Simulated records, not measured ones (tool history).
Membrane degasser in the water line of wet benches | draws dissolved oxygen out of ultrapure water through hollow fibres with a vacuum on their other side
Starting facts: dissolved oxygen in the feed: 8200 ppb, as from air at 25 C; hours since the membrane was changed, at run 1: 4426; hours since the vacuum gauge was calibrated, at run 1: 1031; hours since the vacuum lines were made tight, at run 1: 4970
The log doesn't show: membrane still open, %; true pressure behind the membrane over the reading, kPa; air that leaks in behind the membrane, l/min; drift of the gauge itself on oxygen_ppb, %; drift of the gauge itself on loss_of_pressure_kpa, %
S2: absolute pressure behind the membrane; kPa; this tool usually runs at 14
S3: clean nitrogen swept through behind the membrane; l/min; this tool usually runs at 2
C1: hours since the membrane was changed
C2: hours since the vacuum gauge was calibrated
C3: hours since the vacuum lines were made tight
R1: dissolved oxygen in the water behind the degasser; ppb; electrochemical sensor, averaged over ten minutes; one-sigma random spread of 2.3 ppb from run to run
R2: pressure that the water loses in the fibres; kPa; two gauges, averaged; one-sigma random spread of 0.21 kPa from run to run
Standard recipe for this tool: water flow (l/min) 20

Run 1, hour 0: usual settings; C1 4426; C2 1031; C3 4970. Result: R1 299.4 ppb, R2 51.29 kPa.
Run 2, hour 143.5: usual settings; C1 4569; C2 1174; C3 5114. Result: R1 298.8 ppb, R2 50.97 kPa.
Run 3, hour 239.2: usual settings but S2 16.7 kPa; C1 4665; C2 1270; C3 5209. Result: R1 363.3 ppb, R2 51.29 kPa.
Run 4, hour 406: usual settings but S3 5.84 l/min; C1 4832; C2 1437; C3 5376. Result: R1 139.8 ppb, R2 51.01 kPa.
Run 5, hour 493.1: usual settings; C1 4919; C2 1524; C3 5463. Result: R1 297.3 ppb, R2 51.49 kPa.
Run 6, hour 588.7: usual settings; C1 5014; C2 1619; C3 5559. Result: R1 297.8 ppb, R2 51.41 kPa.
Run 7, hour 777.7: usual settings but S2 16.1 kPa; C1 5203; C2 1808; C3 5748. Result: R1 346 ppb, R2 51.31 kPa.
Run 8, hour 928.4: usual settings but water flow (l/min) 13; C1 5354; C2 1959; C3 5898. Result: R1 179.1 ppb, R2 33.49 kPa.
Run 9, hour 1107.6: usual settings but water flow (l/min) 21; C1 5533; C2 2138; C3 6078. Result: R1 322 ppb, R2 53.88 kPa.
Run 10, hour 1206.6: usual settings but water flow (l/min) 21; C1 5632; C2 2237; C3 6177. Result: R1 321.9 ppb, R2 53.95 kPa.
Run 11, hour 1356: usual settings but water flow (l/min) 21; C1 5782; C2 2387; C3 6326. Result: R1 319.2 ppb, R2 53.84 kPa.
Run 12, hour 1515.8: usual settings but water flow (l/min) 21; C1 5941; C2 2547; C3 6486. Result: R1 320 ppb, R2 53.99 kPa.
Run 13, hour 1599.7: usual settings but water flow (l/min) 21, S2 23.8 kPa; C1 6025; C2 2630; C3 6570. Result: R1 539.1 ppb, R2 54.19 kPa.
Run 14, hour 1697.3: usual settings but water flow (l/min) 21, S2 23.8 kPa; C1 6123; C2 2728; C3 6667. Result: R1 543.9 ppb, R2 54.5 kPa.
Run 15, hour 1803.6: usual settings; C1 6229; C2 2834; C3 6774. Result: R1 304.7 ppb, R2 51.68 kPa.
Run 16, hour 2002.8: usual settings; C1 6429; C2 3034; C3 6973. Result: R1 302.9 ppb, R2 51.97 kPa.
Run 17, hour 2135.7: usual settings but S2 11.5 kPa, S3 0.81 l/min; C1 6561; C2 3166; C3 7106. Result: R1 482.8 ppb, R2 51.68 kPa.
Run 18, hour 2298.1: usual settings but water flow (l/min) 19, S2 11.4 kPa, S3 0.81 l/min; C1 6724; C2 3329; C3 7268. Result: R1 450.1 ppb, R2 49.73 kPa.
Run 19, hour 2473.3: usual settings but water flow (l/min) 19, S2 11.4 kPa, S3 0.81 l/min; C1 6899; C2 3504; C3 7443. Result: R1 450.7 ppb, R2 49.31 kPa.
Run 20, hour 2655.7: usual settings but water flow (l/min) 18, S2 12.3 kPa, S3 1.86 l/min; C1 7081; C2 3686; C3 7626. Result: R1 245.4 ppb, R2 46.68 kPa.
Run 21, hour 2821.5: usual settings but water flow (l/min) 12, S2 31.8 kPa, S3 1.83 l/min; C1 7247; C2 3852; C3 7791. Result: R1 435.7 ppb, R2 31.2 kPa.
Run 22, hour 2945.4: usual settings but water flow (l/min) 12, S2 31.8 kPa, S3 1.07 l/min; C1 7371; C2 3976; C3 7915. Result: R1 702.6 ppb, R2 31.48 kPa.
Run 23, hour 3042.1: usual settings but water flow (l/min) 25, S2 18.7 kPa, S3 1.07 l/min; C1 7468; C2 4073; C3 8012. Result: R1 833.2 ppb, R2 64.9 kPa.
Run 24, hour 3165.9: usual settings but water flow (l/min) 22, S2 25.7 kPa, S3 1.91 l/min; C1 7592; C2 4197; C3 8136. Result: R1 635.8 ppb, R2 58.04 kPa.
Run 25, hour 3302: usual settings but water flow (l/min) 21, S2 9.7 kPa, S3 1.91 l/min; C1 7728; C2 4333; C3 8272. Result: R1 232.3 ppb, R2 54.97 kPa.
Run 26, hour 3455.2: usual settings but water flow (l/min) 15, S2 9.7 kPa, S3 0.84 l/min; C1 7881; C2 4486; C3 8425. Result: R1 281.5 ppb, R2 39.38 kPa.
Run 27, hour 3589.8: usual settings but water flow (l/min) 13, S2 25.3 kPa, S3 2.55 l/min; C1 8015; C2 4621; C3 8560. Result: R1 283.6 ppb, R2 34.26 kPa.
Run 28, hour 3694.6: usual settings but water flow (l/min) 28, S2 11.8 kPa; C1 8120; C2 4725; C3 8665. Result: R1 417.3 ppb, R2 73.11 kPa.
At hour 3711.4: seals of the vacuum lines changed.
Run 29, hour 3823.3: usual settings but S2 8.6 kPa, S3 1.88 l/min; C1 8247; C2 4852; C3 112. Result: R1 188.4 ppb, R2 52.94 kPa.
Run 30, hour 4007.4: usual settings but water flow (l/min) 31, S2 27.4 kPa, S3 1.95 l/min; C1 8431; C2 5036; C3 296. Result: R1 966.5 ppb, R2 81.6 kPa.
Run 31, hour 4093.9: usual settings but water flow (l/min) 31, S2 27.4 kPa, S3 1.95 l/min; C1 8518; C2 5123; C3 383. Result: R1 969.7 ppb, R2 81.46 kPa.

Here are 5 independent what-if runs from the current tool condition. What would each one return?
At hour 4177.6: vacuum gauge calibrated.
Run A, hour 4197.4: usual settings but water flow (l/min) 27, S2 27.4 kPa, S3 1.52 l/min; C1 8621; C2 20; C3 486. Result: R1 ?, R2 ?.
At hour 4177.6: vacuum gauge calibrated.
Run B, hour 4197.4: usual settings but water flow (l/min) 21, S2 20.3 kPa, S3 4.99 l/min; C1 8621; C2 20; C3 486. Result: R1 ?, R2 ?.
At hour 4177.6: vacuum gauge calibrated.
Run C, hour 4197.4: usual settings but water flow (l/min) 31, S2 15.4 kPa, S3 1.95 l/min; C1 8621; C2 20; C3 486. Result: R1 ?, R2 ?.
At hour 4177.6: vacuum gauge calibrated.
Run D, hour 4197.4: usual settings but water flow (l/min) 28; C1 8621; C2 20; C3 486. Result: R1 ?, R2 ?.
At hour 4177.6: vacuum gauge calibrated.
Run E, hour 4197.4: usual settings but water flow (l/min) 24, S2 21.1 kPa, S3 5.47 l/min; C1 8621; C2 20; C3 486. Result: R1 ?, R2 ?.

run     R1     R2
  A    996  71.15
  B  237.6  55.41
  C  594.4  81.72
  D  478.9  73.74
  E  284.6  63.34
Take away the tool's hidden state, keep each run's random variation, and the runs would have read:
run     R1     R2
  A    971  66.87
  B  220.8  52.08
  C  557.6  76.82
  D  447.8   69.3
  E  261.2  59.53

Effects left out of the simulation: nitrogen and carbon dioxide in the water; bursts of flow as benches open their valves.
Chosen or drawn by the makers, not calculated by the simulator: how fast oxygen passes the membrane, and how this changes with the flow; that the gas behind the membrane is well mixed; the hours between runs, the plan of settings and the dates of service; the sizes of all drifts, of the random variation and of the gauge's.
